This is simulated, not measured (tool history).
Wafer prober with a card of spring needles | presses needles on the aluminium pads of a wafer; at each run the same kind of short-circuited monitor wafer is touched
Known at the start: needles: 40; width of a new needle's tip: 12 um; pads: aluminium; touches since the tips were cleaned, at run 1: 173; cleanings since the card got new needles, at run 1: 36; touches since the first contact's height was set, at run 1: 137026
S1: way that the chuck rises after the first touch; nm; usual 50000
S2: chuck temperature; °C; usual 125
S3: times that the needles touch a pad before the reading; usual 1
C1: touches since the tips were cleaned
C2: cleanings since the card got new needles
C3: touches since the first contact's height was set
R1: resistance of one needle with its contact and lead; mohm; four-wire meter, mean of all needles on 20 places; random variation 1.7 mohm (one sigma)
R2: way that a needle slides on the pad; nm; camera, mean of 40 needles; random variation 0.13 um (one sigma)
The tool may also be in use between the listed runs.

{"run": 1, "hour": 0.0, "S1": 50000, "S2": 125, "S3": 1, "C1": 173, "C2": 36, "C3": 137026, "R1": 217, "R2": 9890}
{"hour": 10.8, "done": "tips cleaned on abrasive film"}
{"run": 2, "hour": 12.8, "S1": 50000, "S2": 125, "S3": 1, "C1": 602, "C2": 37, "C3": 140808, "R1": 241, "R2": 10360}
{"run": 3, "hour": 20.9, "S1": 50000, "S2": 125, "S3": 1, "C1": 3018, "C2": 37, "C3": 143224, "R1": 359, "R2": 9860}
{"hour": 22.3, "done": "tips cleaned on abrasive film"}
{"run": 4, "hour": 32.9, "S1": 50000, "S2": 125, "S3": 1, "C1": 3140, "C2": 38, "C3": 146740, "R1": 358, "R2": 9830}
{"hour": 34.2, "done": "tips cleaned on abrasive film"}
{"run": 5, "hour": 42.6, "S1": 50000, "S2": 125, "S3": 1, "C1": 2499, "C2": 39, "C3": 149603, "R1": 347, "R2": 9790}
{"hour": 46.2, "done": "tips cleaned on abrasive film"}
{"run": 6, "hour": 53.7, "S1": 50000, "S2": 125, "S3": 1, "C1": 2245, "C2": 40, "C3": 152885, "R1": 338, "R2": 9940}
{"hour": 58.4, "done": "tips cleaned on abrasive film"}
{"run": 7, "hour": 63.8, "S1": 50000, "S2": 125, "S3": 1, "C1": 1611, "C2": 41, "C3": 155849, "R1": 323, "R2": 9900}
{"hour": 70.5, "done": "tips cleaned on abrasive film"}
{"run": 8, "hour": 70.7, "S1": 50000, "S2": 125, "S3": 1, "C1": 65, "C2": 42, "C3": 157868, "R1": 206, "R2": 9820}
{"hour": 81.8, "done": "tips cleaned on abrasive film"}
{"run": 9, "hour": 83.7, "S1": 35000, "S2": 125, "S3": 1, "C1": 559, "C2": 43, "C3": 161692, "R1": 341, "R2": 6550}
{"run": 10, "hour": 90.4, "S1": 50000, "S2": 125, "S3": 1, "C1": 2554, "C2": 43, "C3": 163687, "R1": 355, "R2": 9910}
{"hour": 93.6, "done": "tips cleaned on abrasive film"}
{"run": 11, "hour": 96.4, "S1": 50000, "S2": 125, "S3": 1, "C1": 835, "C2": 44, "C3": 165463, "R1": 273, "R2": 9860}
{"run": 12, "hour": 104.3, "S1": 50000, "S2": 125, "S3": 1, "C1": 3174, "C2": 44, "C3": 167802, "R1": 374, "R2": 9600}
{"hour": 105.3, "done": "tips cleaned on abrasive film"}
{"run": 13, "hour": 114.8, "S1": 50000, "S2": 125, "S3": 2, "C1": 2820, "C2": 45, "C3": 170893, "R1": 295, "R2": 9700}
{"hour": 117.1, "done": "tips cleaned on abrasive film"}
{"run": 14, "hour": 125.9, "S1": 50000, "S2": 125, "S3": 2, "C1": 2635, "C2": 46, "C3": 174168, "R1": 294, "R2": 9650}
{"hour": 128.9, "done": "tips cleaned on abrasive film"}
{"run": 15, "hour": 136.8, "S1": 50000, "S2": 125, "S3": 1, "C1": 2344, "C2": 47, "C3": 177374, "R1": 354, "R2": 9690}
{"hour": 141.0, "done": "tips cleaned on abrasive film"}
{"run": 16, "hour": 142.8, "S1": 50000, "S2": 125, "S3": 1, "C1": 562, "C2": 48, "C3": 179144, "R1": 257, "R2": 9710}
{"hour": 152.8, "done": "tips cleaned on abrasive film"}
{"run": 17, "hour": 153.6, "S1": 50000, "S2": 125, "S3": 1, "C1": 224, "C2": 49, "C3": 182297, "R1": 226, "R2": 9800}
{"run": 18, "hour": 160.1, "S1": 38000, "S2": 107, "S3": 1, "C1": 2163, "C2": 49, "C3": 184236, "R1": 502, "R2": 6980}
{"hour": 164.8, "done": "tips cleaned on abrasive film"}
{"run": 19, "hour": 171.9, "S1": 38000, "S2": 42, "S3": 1, "C1": 2100, "C2": 50, "C3": 187713, "R1": 514, "R2": 7110}
{"hour": 176.3, "done": "tips cleaned on abrasive film"}
{"run": 20, "hour": 184.7, "S1": 36000, "S2": 42, "S3": 2, "C1": 2484, "C2": 51, "C3": 191490, "R1": 432, "R2": 6380}
{"hour": 188.6, "done": "tips cleaned on abrasive film"}
{"run": 21, "hour": 190.4, "S1": 36000, "S2": 42, "S3": 2, "C1": 537, "C2": 52, "C3": 193179, "R1": 278, "R2": 6690}
{"run": 22, "hour": 196.6, "S1": 55000, "S2": 26, "S3": 2, "C1": 2365, "C2": 52, "C3": 195007, "R1": 261, "R2": 10630}
{"hour": 200.3, "done": "tips cleaned on abrasive film"}
{"run": 23, "hour": 202.8, "S1": 55000, "S2": 125, "S3": 1, "C1": 724, "C2": 53, "C3": 196814, "R1": 251, "R2": 10540}
{"run": 24, "hour": 211.0, "S1": 68000, "S2": 116, "S3": 3, "C1": 3175, "C2": 53, "C3": 199265, "R1": 218, "R2": 13440}
{"hour": 212.1, "done": "tips cleaned on abrasive film"}
{"run": 25, "hour": 221.5, "S1": 68000, "S2": 116, "S3": 3, "C1": 2806, "C2": 54, "C3": 202365, "R1": 213, "R2": 13490}
{"hour": 224.5, "done": "tips cleaned on abrasive film"}
{"run": 26, "hour": 227.5, "S1": 50000, "S2": 125, "S3": 2, "C1": 904, "C2": 55, "C3": 204112, "R1": 245, "R2": 9770}
{"run": 27, "hour": 234.9, "S1": 31000, "S2": 34, "S3": 2, "C1": 3112, "C2": 55, "C3": 206320, "R1": 601, "R2": 5260}
{"hour": 236.1, "done": "tips cleaned on abrasive film"}
{"hour": 241.6, "done": "height of the first contact set anew"}
{"run": 28, "hour": 243.9, "S1": 32000, "S2": 25, "S3": 1, "C1": 2248, "C2": 56, "C3": 673, "R1": 547, "R2": 6920}
{"hour": 248.6, "done": "tips cleaned on abrasive film"}
{"run": 29, "hour": 251.2, "S1": 32000, "S2": 54, "S3": 2, "C1": 764, "C2": 57, "C3": 2799, "R1": 288, "R2": 6820}
{"run": 30, "hour": 257.2, "S1": 46000, "S2": 45, "S3": 1, "C1": 2556, "C2": 57, "C3": 4591, "R1": 371, "R2": 10100}
{"hour": 260.6, "done": "tips cleaned on abrasive film"}
{"run": 31, "hour": 267.3, "S1": 58000, "S2": 45, "S3": 2, "C1": 1995, "C2": 58, "C3": 7568, "R1": 227, "R2": 12490}
{"hour": 272.3, "done": "tips cleaned on abrasive film"}
{"run": 32, "hour": 277.2, "S1": 32000, "S2": 121, "S3": 3, "C1": 1459, "C2": 59, "C3": 10487, "R1": 304, "R2": 6780}
{"hour": 284.4, "done": "tips cleaned on abrasive film"}
{"run": 33, "hour": 288.1, "S1": 50000, "S2": 125, "S3": 1, "C1": 1116, "C2": 60, "C3": 13705, "R1": 282, "R2": 10790}

Forecast each of these 3 alternatives for the next run:
{"hour": 296.4, "done": "tips cleaned on abrasive film"}
{"run": "A", "hour": 301.4, "S1": 48000, "S2": 66, "S3": 1, "C1": 1478, "C2": 61, "C3": 17605, "R1": "?", "R2": "?"}
{"hour": 296.4, "done": "tips cleaned on abrasive film"}
{"run": "B", "hour": 301.4, "S1": 51000, "S2": 39, "S3": 1, "C1": 1478, "C2": 61, "C3": 17605, "R1": "?", "R2": "?"}
{"hour": 296.4, "done": "tips cleaned on abrasive film"}
{"run": "C", "hour": 301.4, "S1": 50000, "S2": 61, "S3": 1, "C1": 1478, "C2": 61, "C3": 17605, "R1": "?", "R2": "?"}

run=A R1=306 R2=10230
run=B R1=285 R2=10850
run=C R1=303 R2=10790
Without the tool's hidden state the same runs would have given:
run=A R1=167 R2=10350
run=B R1=156 R2=10970
run=C R1=170 R2=10920

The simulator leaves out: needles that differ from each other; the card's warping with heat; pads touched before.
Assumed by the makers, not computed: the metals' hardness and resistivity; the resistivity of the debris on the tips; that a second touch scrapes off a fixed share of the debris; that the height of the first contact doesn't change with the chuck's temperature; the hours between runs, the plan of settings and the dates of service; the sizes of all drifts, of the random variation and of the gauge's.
